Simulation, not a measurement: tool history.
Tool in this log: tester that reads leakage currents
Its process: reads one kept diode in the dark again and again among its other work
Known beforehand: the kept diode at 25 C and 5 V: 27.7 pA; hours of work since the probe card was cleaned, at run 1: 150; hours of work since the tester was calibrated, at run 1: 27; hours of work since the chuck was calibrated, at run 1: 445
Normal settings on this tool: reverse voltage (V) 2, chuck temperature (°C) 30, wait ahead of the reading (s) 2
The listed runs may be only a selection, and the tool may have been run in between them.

run      day  reverse voltage (V)  chuck temperature (°C)  wait ahead of the reading (s)  hours of work since the probe card was cleaned  hours of work since the tester was calibrated  hours of work since the chuck was calibrated  current that the tester gives (pA)
  1        0                    2                      30                              2                                             150                                             27                                           445                               27.88
  2    5.333                    2                      30                              2                                             219                                             95                                           513                               27.97
  3   11.121                    2                      30                              2                                             293                                            170                                           588                               28.03
  4   15.779                    2                      30                              2                                             353                                            230                                           648                               28.01
  5   22.492                    2                      30                              2                                             440                                            317                                           735                               27.95
  6   25.625                    2                      22                              2                                             480                                            357                                           775                               13.52
  7   29.575                    2                      22                              2                                             531                                            408                                           826                               13.55
  8   32.583                    2                      22                              2                                             570                                            447                                           865                               13.63
      34.767  -- chuck's temperature calibrated
  9   37.142                    2                      22                              2                                             628                                            505                                            31                               13.63
 10   40.933                    2                      22                              2                                             677                                            554                                            80                               13.54
 11   44.425                    2                      22                              2                                             722                                            599                                           125                               13.51
 12   49.671                    2                      30                              2                                             790                                            666                                           192                               28.11
 13   54.346                    2                      30                              2                                             850                                            727                                           253                               27.86
 14   59.854                    2                      48                              2                                             921                                            798                                           324                              127.09
 15   65.675                    2                      48                              2                                             996                                            873                                           399                               127.5
 16   69.367                 5.01                      47                           0.41                                            1044                                            920                                           446                              189.89
 17   74.921                 5.01                      47                           0.41                                            1115                                            992                                           518                              190.11
 18   80.467                11.07                      37                           0.41                                            1187                                           1063                                           589                              129.03
 19   85.946                    2                      55                              2                                            1257                                           1134                                           660                              220.87
 20   89.079                    2                      55                              2                                            1298                                           1175                                           701                              219.61
 21   95.846                    2                      21                           0.77                                            1385                                           1262                                           788                               12.81
 22   99.862                    2                      21                           0.77                                            1437                                           1314                                           840                               12.94
     103.667  -- chuck's temperature calibrated
 23  103.971                 6.23                      30                           6.28                                            1489                                           1366                                             4                               49.11
 24  110.183                    2                      48                            0.6                                            1569                                           1446                                            84                               128.1
 25  116.529                  1.1                      37                           4.32                                            1651                                           1528                                           166                               37.99
 26  119.479                  1.1                      37                           4.32                                            1689                                           1566                                           204                               37.77
 27  125.267                 2.89                      30                           3.98                                            1764                                           1640                                           279                               33.52

Each row is a separate what-if for the run after 27, all from the same tool condition, not one after another. Results?
  A  129.662                11.66                      37                           3.04                                            1820                                           1697                                           335                                   ?
  B  129.662                 2.65                      30                              2                                            1820                                           1697                                           335                                   ?
  C  129.662                 2.09                      56                           4.74                                            1820                                           1697                                           335                                   ?
  D  129.662                 6.51                      28                              2                                            1820                                           1697                                           335                                   ?

run  current that the tester gives (pA)
  A                              125.13
  B                               32.13
  C                              244.01
  D                               42.91
Without the tool's unlogged condition, the same runs would have read:
run  current that the tester gives (pA)
  A                              125.04
  B                               32.11
  C                              243.94
  D                               42.86

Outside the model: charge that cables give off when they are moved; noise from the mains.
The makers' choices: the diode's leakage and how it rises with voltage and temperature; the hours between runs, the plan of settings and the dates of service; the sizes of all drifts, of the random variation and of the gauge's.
